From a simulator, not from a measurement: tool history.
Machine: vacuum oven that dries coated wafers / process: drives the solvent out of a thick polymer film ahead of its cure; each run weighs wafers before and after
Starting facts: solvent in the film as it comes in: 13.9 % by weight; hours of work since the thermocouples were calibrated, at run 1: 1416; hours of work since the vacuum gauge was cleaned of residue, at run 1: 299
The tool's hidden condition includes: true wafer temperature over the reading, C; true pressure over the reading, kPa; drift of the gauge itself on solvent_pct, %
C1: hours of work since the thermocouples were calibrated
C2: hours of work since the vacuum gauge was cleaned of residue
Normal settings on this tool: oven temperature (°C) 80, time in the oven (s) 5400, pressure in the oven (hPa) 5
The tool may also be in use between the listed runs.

Run 1, hour 0: usual settings; C1 1416; C2 299. Result: solvent left in the film (%) 3.59.
Run 2, hour 5.2: usual settings; C1 1420; C2 303. Result: solvent left in the film (%) 3.58.
Run 3, hour 15.7: usual settings; C1 1427; C2 310. Result: solvent left in the film (%) 3.59.
Run 4, hour 20.9: usual settings but oven temperature (°C) 90; C1 1430; C2 313. Result: solvent left in the film (%) 1.56.
Run 5, hour 29.7: usual settings but pressure in the oven (hPa) 9.61; C1 1436; C2 319. Result: solvent left in the film (%) 4.1.
Run 6, hour 36.6: usual settings but oven temperature (°C) 78; C1 1441; C2 323. Result: solvent left in the film (%) 4.29.
Run 7, hour 47.2: usual settings but oven temperature (°C) 78; C1 1448; C2 330. Result: solvent left in the film (%) 4.09.
Run 8, hour 58.7: usual settings but oven temperature (°C) 78; C1 1455; C2 338. Result: solvent left in the film (%) 4.14.
Run 9, hour 70.2: usual settings but oven temperature (°C) 78; C1 1463; C2 346. Result: solvent left in the film (%) 4.08.
Run 10, hour 77.2: usual settings but time in the oven (s) 6840; C1 1467; C2 350. Result: solvent left in the film (%) 2.75.
Run 11, hour 84.4: usual settings but time in the oven (s) 6720; C1 1472; C2 355. Result: solvent left in the film (%) 2.88.
Run 12, hour 90.3: usual settings but time in the oven (s) 6720; C1 1476; C2 359. Result: solvent left in the film (%) 2.95.
Run 13, hour 96.8: usual settings but time in the oven (s) 6720; C1 1480; C2 363. Result: solvent left in the film (%) 2.87.
Run 14, hour 103: usual settings but time in the oven (s) 6720, pressure in the oven (hPa) 5.51; C1 1485; C2 367. Result: solvent left in the film (%) 3.01.
Run 15, hour 113.3: usual settings but time in the oven (s) 6720, pressure in the oven (hPa) 5.51; C1 1491; C2 374. Result: solvent left in the film (%) 2.95.
Run 16, hour 125.1: usual settings but time in the oven (s) 6720, pressure in the oven (hPa) 5.51; C1 1499; C2 382. Result: solvent left in the film (%) 2.89.
Run 17, hour 135.3: usual settings but time in the oven (s) 6720, pressure in the oven (hPa) 5.51; C1 1506; C2 389. Result: solvent left in the film (%) 2.91.
Run 18, hour 145.4: usual settings but time in the oven (s) 6720, pressure in the oven (hPa) 5.51; C1 1513; C2 396. Result: solvent left in the film (%) 3.02.
Run 19, hour 151.2: usual settings but oven temperature (°C) 70, time in the oven (s) 6720, pressure in the oven (hPa) 5.51; C1 1517; C2 399. Result: solvent left in the film (%) 5.52.
Run 20, hour 161.1: usual settings but time in the oven (s) 7800; C1 1523; C2 406. Result: solvent left in the film (%) 2.41.
Run 21, hour 167.5: usual settings but time in the oven (s) 7800, pressure in the oven (hPa) 11.53; C1 1527; C2 410. Result: solvent left in the film (%) 3.24.
Run 22, hour 174.8: usual settings but time in the oven (s) 7800, pressure in the oven (hPa) 11.53; C1 1532; C2 415. Result: solvent left in the film (%) 3.11.
Run 23, hour 180.6: usual settings but oven temperature (°C) 95; C1 1536; C2 419. Result: solvent left in the film (%) 1.
Run 24, hour 190.6: usual settings but pressure in the oven (hPa) 4.3; C1 1543; C2 425. Result: solvent left in the film (%) 3.56.
Run 25, hour 196.4: usual settings but pressure in the oven (hPa) 12.3; C1 1546; C2 429. Result: solvent left in the film (%) 4.42.
Run 26, hour 205.2: usual settings but pressure in the oven (hPa) 12.3; C1 1552; C2 435. Result: solvent left in the film (%) 4.56.
Run 27, hour 211.5: usual settings but oven temperature (°C) 71, time in the oven (s) 8280, pressure in the oven (hPa) 3.36; C1 1556; C2 439. Result: solvent left in the film (%) 4.29.
Run 28, hour 222.1: usual settings but oven temperature (°C) 89, pressure in the oven (hPa) 19.64; C1 1563; C2 446. Result: solvent left in the film (%) 3.3.
Run 29, hour 232.8: usual settings but oven temperature (°C) 89, pressure in the oven (hPa) 19.64; C1 1571; C2 453. Result: solvent left in the film (%) 3.32.
Run 30, hour 239.9: usual settings but oven temperature (°C) 89, time in the oven (s) 3000, pressure in the oven (hPa) 19.64; C1 1575; C2 458. Result: solvent left in the film (%) 5.07.
Run 31, hour 250.6: usual settings but oven temperature (°C) 89, time in the oven (s) 3000, pressure in the oven (hPa) 19.64; C1 1582; C2 465. Result: solvent left in the film (%) 4.86.
Run 32, hour 255.9: usual settings but oven temperature (°C) 89, time in the oven (s) 7020, pressure in the oven (hPa) 10.59; C1 1586; C2 469. Result: solvent left in the film (%) 1.83.
Run 33, hour 262.9: usual settings but oven temperature (°C) 89, time in the oven (s) 7020, pressure in the oven (hPa) 10.59; C1 1591; C2 473. Result: solvent left in the film (%) 1.91.
Run 34, hour 272: usual settings but pressure in the oven (hPa) 16.84; C1 1597; C2 479. Result: solvent left in the film (%) 4.97.
Run 35, hour 277.6: usual settings but pressure in the oven (hPa) 16.84; C1 1600; C2 483. Result: solvent left in the film (%) 4.99.
At hour 281.2: oven's thermocouples calibrated.
Run 36, hour 286.1: usual settings but pressure in the oven (hPa) 16.84; C1 3; C2 487. Result: solvent left in the film (%) 5.35.
Run 37, hour 291.2: usual settings but oven temperature (°C) 83, pressure in the oven (hPa) 16.66; C1 7; C2 491. Result: solvent left in the film (%) 4.35.
Run 38, hour 299.8: usual settings but oven temperature (°C) 85, time in the oven (s) 5700, pressure in the oven (hPa) 16.66; C1 12; C2 497. Result: solvent left in the film (%) 3.8.
Run 39, hour 306.2: usual settings but oven temperature (°C) 81, time in the oven (s) 3180, pressure in the oven (hPa) 13.48; C1 17; C2 501. Result: solvent left in the film (%) 6.34.
Run 40, hour 312.9: usual settings but oven temperature (°C) 72; C1 21; C2 505. Result: solvent left in the film (%) 6.12.
Run 41, hour 321.2: usual settings but oven temperature (°C) 72; C1 26; C2 511. Result: solvent left in the film (%) 5.95.
Run 42, hour 329.1: usual settings but oven temperature (°C) 72; C1 32; C2 516. Result: solvent left in the film (%) 6.16.
Run 43, hour 339.3: usual settings but oven temperature (°C) 67, time in the oven (s) 4620, pressure in the oven (hPa) 11.88; C1 38; C2 523. Result: solvent left in the film (%) 8.79.
Run 44, hour 351.2: usual settings but oven temperature (°C) 75, time in the oven (s) 5820; C1 46; C2 531. Result: solvent left in the film (%) 4.96.
Run 45, hour 360.1: usual settings but time in the oven (s) 8280, pressure in the oven (hPa) 14.77; C1 52; C2 536. Result: solvent left in the film (%) 3.85.
Run 46, hour 366.9: usual settings but oven temperature (°C) 70, time in the oven (s) 4080, pressure in the oven (hPa) 12.14; C1 57; C2 541. Result: solvent left in the film (%) 8.26.

Each row is a separate what-if for the run after 46, all from the same tool condition, not one after another. Results?
Run A, hour 375.7: usual settings but oven temperature (°C) 70, time in the oven (s) 3420, pressure in the oven (hPa) 8.47; C1 63; C2 547. Result: solvent left in the film (%) ?.
Run B, hour 375.7: usual settings but oven temperature (°C) 84, time in the oven (s) 4320, pressure in the oven (hPa) 13.39; C1 63; C2 547. Result: solvent left in the film (%) ?.
Run C, hour 375.7: usual settings but oven temperature (°C) 82, time in the oven (s) 2940, pressure in the oven (hPa) 11.25; C1 63; C2 547. Result: solvent left in the film (%) ?.
Run D, hour 375.7: usual settings but pressure in the oven (hPa) 7.48; C1 63; C2 547. Result: solvent left in the film (%) ?.
Run E, hour 375.7: usual settings but time in the oven (s) 8460, pressure in the oven (hPa) 7.35; C1 63; C2 547. Result: solvent left in the film (%) ?.

run  solvent left in the film (%)
  A                          8.38
  B                          4.69
  C                          6.35
  D                          4.26
  E                          2.71
Without the tool's unlogged condition, the same runs would have read:
run  solvent left in the film (%)
  A                          8.12
  B                          4.44
  C                          6.13
  D                          3.97
  E                          2.39
